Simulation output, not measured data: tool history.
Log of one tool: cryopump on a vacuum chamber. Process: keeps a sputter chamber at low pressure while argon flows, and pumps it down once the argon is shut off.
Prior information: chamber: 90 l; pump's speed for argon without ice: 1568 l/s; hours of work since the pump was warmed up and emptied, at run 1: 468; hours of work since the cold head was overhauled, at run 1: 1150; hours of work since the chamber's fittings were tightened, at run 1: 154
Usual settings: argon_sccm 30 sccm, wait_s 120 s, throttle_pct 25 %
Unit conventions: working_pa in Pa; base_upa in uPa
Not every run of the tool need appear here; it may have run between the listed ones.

| run | day | argon_sccm | wait_s | throttle_pct | hours of work since the pump was warmed up and emptied | hours of work since the cold head was overhauled | hours of work since the chamber's fittings were tightened | working_pa | base_upa |
|---|---|---|---|---|---|---|---|---|---|
| 1 | 0 | 30 | 120 | 25 | 468 | 1150 | 154 | 0.1399 | 1.1 |
| 2 | 0.9 | 30 | 120 | 25 | 481 | 1163 | 167 | 0.1401 | 1.08 |
| 3 | 2.679 | 30 | 120 | 25 | 507 | 1189 | 193 | 0.1397 | 1.15 |
| 4 | 4.517 | 30 | 120 | 25 | 534 | 1216 | 220 | 0.1431 | 1.14 |
| 5 | 5.425 | 30 | 120 | 25 | 547 | 1229 | 233 | 0.1419 | 1.21 |
| 6 | 6.775 | 30 | 120 | 25 | 566 | 1249 | 253 | 0.1434 | 1.18 |
| 7 | 7.933 | 30 | 120 | 20 | 583 | 1265 | 270 | 0.1759 | 1.21 |
| 8 | 9.458 | 30 | 120 | 25 | 605 | 1288 | 292 | 0.1425 | 1.29 |
| 9 | 11.496 | 30 | 120 | 25 | 635 | 1317 | 321 | 0.1428 | 1.27 |
|  | 13.512 | pump warmed up, emptied and cooled again |
| 10 | 13.688 | 30 | 97 | 25 | 3 | 1346 | 350 | 0.1306 | 1.31 |
| 11 | 14.746 | 31 | 72 | 27 | 18 | 1362 | 366 | 0.1249 | 1.62 |
| 12 | 16.392 | 15 | 82 | 27 | 42 | 1385 | 390 | 0.061 | 1.54 |
| 13 | 18.221 | 30 | 78 | 25 | 68 | 1412 | 416 | 0.1311 | 1.55 |
| 14 | 19.883 | 17 | 140 | 25 | 93 | 1436 | 440 | 0.0738 | 1.13 |
| 15 | 21.492 | 17 | 120 | 29 | 116 | 1460 | 464 | 0.0651 | 1.23 |
| 16 | 23.354 | 50 | 50 | 29 | 143 | 1487 | 491 | 0.1918 | 2.18 |
| 17 | 24.9 | 50 | 50 | 29 | 166 | 1509 | 513 | 0.1918 | 2.25 |

Consider 4 possible next runs. They are alternatives, not a sequence: every one starts from the tool as it was left by run 17. What does each give?
| A | 26.179 | 48 | 50 | 23 | 184 | 1528 | 532 | ? | ? |
| B | 26.179 | 18 | 294 | 16 | 184 | 1528 | 532 | ? | ? |
| C | 26.179 | 50 | 222 | 29 | 184 | 1528 | 532 | ? | ? |
| D | 26.179 | 32 | 158 | 25 | 184 | 1528 | 532 | ? | ? |

| run | working_pa | base_upa |
|---|---|---|
| A | 0.2308 | 2.27 |
| B | 0.1247 | 0.94 |
| C | 0.1931 | 0.98 |
| D | 0.1427 | 1.11 |
With no hidden state in the tool, these same runs would have given:
| run | working_pa | base_upa |
|---|---|---|
| A | 0.2242 | 1.88 |
| B | 0.1222 | 0.53 |
| C | 0.1861 | 0.58 |
| D | 0.1383 | 0.71 |
